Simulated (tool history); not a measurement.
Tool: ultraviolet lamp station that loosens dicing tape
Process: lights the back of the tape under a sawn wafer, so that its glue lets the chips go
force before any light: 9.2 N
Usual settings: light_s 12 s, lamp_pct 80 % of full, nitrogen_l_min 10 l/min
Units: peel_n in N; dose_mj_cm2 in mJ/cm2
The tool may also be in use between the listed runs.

run 1 hour=0.0 | light_s=12 lamp_pct=80 nitrogen_l_min=10 | peel_n=0.495 dose_mj_cm2=469
run 2 hour=53.4 | light_s=12 lamp_pct=80 nitrogen_l_min=10 | peel_n=0.479 dose_mj_cm2=474
run 3 hour=106.0 | light_s=12 lamp_pct=80 nitrogen_l_min=10 | peel_n=0.460 dose_mj_cm2=470
run 4 hour=162.3 | light_s=12 lamp_pct=80 nitrogen_l_min=10 | peel_n=0.482 dose_mj_cm2=468
run 5 hour=234.0 | light_s=12 lamp_pct=80 nitrogen_l_min=10 | peel_n=0.464 dose_mj_cm2=470
run 6 hour=264.3 | light_s=12 lamp_pct=80 nitrogen_l_min=10 | peel_n=0.478 dose_mj_cm2=473
-- hour=311.2 window cleaned of glue's vapour
run 7 hour=333.0 | light_s=13 lamp_pct=80 nitrogen_l_min=10 | peel_n=0.372 dose_mj_cm2=509
run 8 hour=380.9 | light_s=12 lamp_pct=80 nitrogen_l_min=10 | peel_n=0.476 dose_mj_cm2=469
run 9 hour=452.3 | light_s=12 lamp_pct=80 nitrogen_l_min=10 | peel_n=0.474 dose_mj_cm2=472
run 10 hour=513.2 | light_s=12 lamp_pct=80 nitrogen_l_min=19 | peel_n=0.264 dose_mj_cm2=468
run 11 hour=556.7 | light_s=12 lamp_pct=80 nitrogen_l_min=19 | peel_n=0.247 dose_mj_cm2=463
run 12 hour=626.4 | light_s=12 lamp_pct=80 nitrogen_l_min=8 | peel_n=0.590 dose_mj_cm2=464
run 13 hour=692.6 | light_s=12 lamp_pct=80 nitrogen_l_min=10 | peel_n=0.460 dose_mj_cm2=468
run 14 hour=743.4 | light_s=12 lamp_pct=80 nitrogen_l_min=10 | peel_n=0.477 dose_mj_cm2=470
run 15 hour=814.3 | light_s=12 lamp_pct=80 nitrogen_l_min=5 | peel_n=0.947 dose_mj_cm2=472
run 16 hour=889.5 | light_s=12 lamp_pct=80 nitrogen_l_min=5 | peel_n=0.957 dose_mj_cm2=466
run 17 hour=941.4 | light_s=12 lamp_pct=80 nitrogen_l_min=5 | peel_n=0.937 dose_mj_cm2=470
run 18 hour=996.5 | light_s=12 lamp_pct=80 nitrogen_l_min=5 | peel_n=0.967 dose_mj_cm2=471
run 19 hour=1070.9 | light_s=12 lamp_pct=80 nitrogen_l_min=5 | peel_n=0.952 dose_mj_cm2=472
run 20 hour=1138.2 | light_s=12 lamp_pct=80 nitrogen_l_min=5 | peel_n=0.942 dose_mj_cm2=470
run 21 hour=1205.5 | light_s=12 lamp_pct=80 nitrogen_l_min=5 | peel_n=0.945 dose_mj_cm2=471
-- hour=1228.2 window cleaned of glue's vapour
run 22 hour=1249.2 | light_s=20 lamp_pct=80 nitrogen_l_min=5 | peel_n=0.245 dose_mj_cm2=774
run 23 hour=1299.9 | light_s=20 lamp_pct=80 nitrogen_l_min=5 | peel_n=0.248 dose_mj_cm2=788
run 24 hour=1363.0 | light_s=20 lamp_pct=80 nitrogen_l_min=5 | peel_n=0.247 dose_mj_cm2=791
run 25 hour=1422.8 | light_s=12 lamp_pct=72 nitrogen_l_min=13 | peel_n=0.482 dose_mj_cm2=423
run 26 hour=1468.0 | light_s=15 lamp_pct=92 nitrogen_l_min=5 | peel_n=0.381 dose_mj_cm2=677
run 27 hour=1525.5 | light_s=15 lamp_pct=71 nitrogen_l_min=7 | peel_n=0.528 dose_mj_cm2=515
run 28 hour=1559.5 | light_s=11 lamp_pct=89 nitrogen_l_min=7 | peel_n=0.673 dose_mj_cm2=483
run 29 hour=1607.7 | light_s=10 lamp_pct=89 nitrogen_l_min=7 | peel_n=0.840 dose_mj_cm2=430
run 30 hour=1638.8 | light_s=7 lamp_pct=89 nitrogen_l_min=7 | peel_n=1.737 dose_mj_cm2=306
run 31 hour=1690.5 | light_s=11 lamp_pct=83 nitrogen_l_min=3 | peel_n=1.582 dose_mj_cm2=449
run 32 hour=1732.0 | light_s=11 lamp_pct=80 nitrogen_l_min=10 | peel_n=0.606 dose_mj_cm2=435
run 33 hour=1782.1 | light_s=10 lamp_pct=74 nitrogen_l_min=10 | peel_n=0.950 dose_mj_cm2=360
run 34 hour=1820.3 | light_s=6 lamp_pct=64 nitrogen_l_min=11 | peel_n=2.594 dose_mj_cm2=186
run 35 hour=1887.0 | light_s=12 lamp_pct=62 nitrogen_l_min=10 | peel_n=0.921 dose_mj_cm2=362
run 36 hour=1957.3 | light_s=7 lamp_pct=80 nitrogen_l_min=10 | peel_n=1.586 dose_mj_cm2=274
run 37 hour=2023.2 | light_s=7 lamp_pct=71 nitrogen_l_min=15 | peel_n=1.507 dose_mj_cm2=244
run 38 hour=2082.5 | light_s=24 lamp_pct=82 nitrogen_l_min=15 | peel_n=0.062 dose_mj_cm2=959
-- hour=2147.0 window cleaned of glue's vapour
run 39 hour=2156.1 | light_s=24 lamp_pct=82 nitrogen_l_min=15 | peel_n=0.050 dose_mj_cm2=961
run 40 hour=2212.0 | light_s=8 lamp_pct=80 nitrogen_l_min=16 | peel_n=0.892 dose_mj_cm2=315
run 41 hour=2276.1 | light_s=12 lamp_pct=88 nitrogen_l_min=8 | peel_n=0.474 dose_mj_cm2=517
run 42 hour=2313.3 | light_s=10 lamp_pct=96 nitrogen_l_min=8 | peel_n=0.626 dose_mj_cm2=462

Some steps in peel_n between neighbouring runs. How much of each would the tool show without its hidden state too (settings, what came in, random variation), and how much is left for the hidden state, with any gauge scatter that isn't in both results?
The hidden state here: lamp's light, % of a new lamp's; light that the window lets through, % of a clean one's; drift of the gauge itself on peel_n, %; drift of the gauge itself on dose_mj_cm2, %.
Run 21 -> 22: light_s 12 -> 20, window cleaned of glue's vapour. peel_n -0.700 N: hidden state -0.008, all else -0.692.
Run 33 -> 34: light_s 10 -> 6, lamp_pct 74 -> 64, nitrogen_l_min 10 -> 11. peel_n +1.644 N: hidden state +0.006, all else +1.638.
Run 34 -> 35: light_s 6 -> 12, lamp_pct 64 -> 62, nitrogen_l_min 11 -> 10. peel_n -1.673 N: hidden state -0.005, all else -1.668.
Run 37 -> 38: light_s 7 -> 24, lamp_pct 71 -> 82. peel_n -1.445 N: hidden state -0.014, all else -1.431.
Run 39 -> 40: light_s 24 -> 8, lamp_pct 82 -> 80, nitrogen_l_min 15 -> 16. peel_n +0.842 N: hidden state +0.008, all else +0.834.
